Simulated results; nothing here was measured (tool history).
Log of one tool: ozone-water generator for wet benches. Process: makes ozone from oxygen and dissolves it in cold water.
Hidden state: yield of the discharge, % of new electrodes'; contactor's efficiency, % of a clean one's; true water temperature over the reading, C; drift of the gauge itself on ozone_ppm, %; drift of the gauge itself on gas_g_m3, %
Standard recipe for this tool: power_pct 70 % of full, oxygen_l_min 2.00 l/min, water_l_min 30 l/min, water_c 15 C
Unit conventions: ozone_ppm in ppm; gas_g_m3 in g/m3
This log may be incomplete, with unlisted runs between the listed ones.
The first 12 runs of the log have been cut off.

run,hour,power_pct,oxygen_l_min,water_l_min,water_c,hours of work since the electrodes were changed,hours of work since the contactor was cleaned,hours of work since the thermometer was calibrated,ozone_ppm,gas_g_m3
13,259.5,91,2.00,30,15,278,2027,679,8.8,246.6
14,272.5,70,2.00,30,15,288,2036,688,6.9,198.1
15,295.6,70,2.00,30,15,304,2053,705,6.9,196.4
16,321.1,70,2.00,30,15,323,2071,724,7.0,199.5
17,340.8,62,2.00,30,15,337,2086,738,6.2,178.1
18,356.9,78,2.00,40,15,349,2097,749,5.3,218.4
19,376.1,79,2.00,33,15,363,2111,763,6.7,218.4
20,389.2,63,2.00,30,17,372,2121,773,6.3,179.2
21,410.7,70,2.08,31,20,388,2136,788,6.5,190.9
22,430.3,70,2.08,31,20,402,2150,803,6.6,192.8
23,447.5,70,2.08,31,20,414,2163,815,6.6,192.8
24,468.9,70,3.04,31,9,430,2178,830,7.4,153.0
25,492.8,70,3.04,31,9,447,2195,848,7.5,154.1
26,520.7,70,2.88,31,11,467,2216,868,7.6,159.1
27,536.4,70,2.00,28,9,478,2227,879,7.8,196.4
28,566.9,70,3.09,39,14,500,2249,901,5.4,152.8
29,595.9,99,2.67,40,15,521,2270,922,6.9,222.9
30,624.3,52,1.04,30,15,542,2291,943,4.4,226.8
31,649.5,48,1.04,30,9,560,2309,961,4.5,211.9
32,663.0,70,2.00,24,15,570,2319,971,8.9,195.8
33,677.5,70,2.00,32,15,580,2329,981,6.4,197.4

What if the next run were any one of these 3? Each begins from the tool's condition after run 33:
A,709.3,70,2.00,35,9,603,2352,1004,?,?
B,709.3,70,2.28,24,8,603,2352,1004,?,?
C,709.3,70,1.21,40,14,603,2352,1004,?,?

run,ozone_ppm,gas_g_m3
A,5.5,198.1
B,9.8,182.9
C,4.0,266.6
Had the tool no hidden state, the same runs would have come out as:
run,ozone_ppm,gas_g_m3
A,5.7,200.9
B,10.1,185.5
C,4.2,270.4
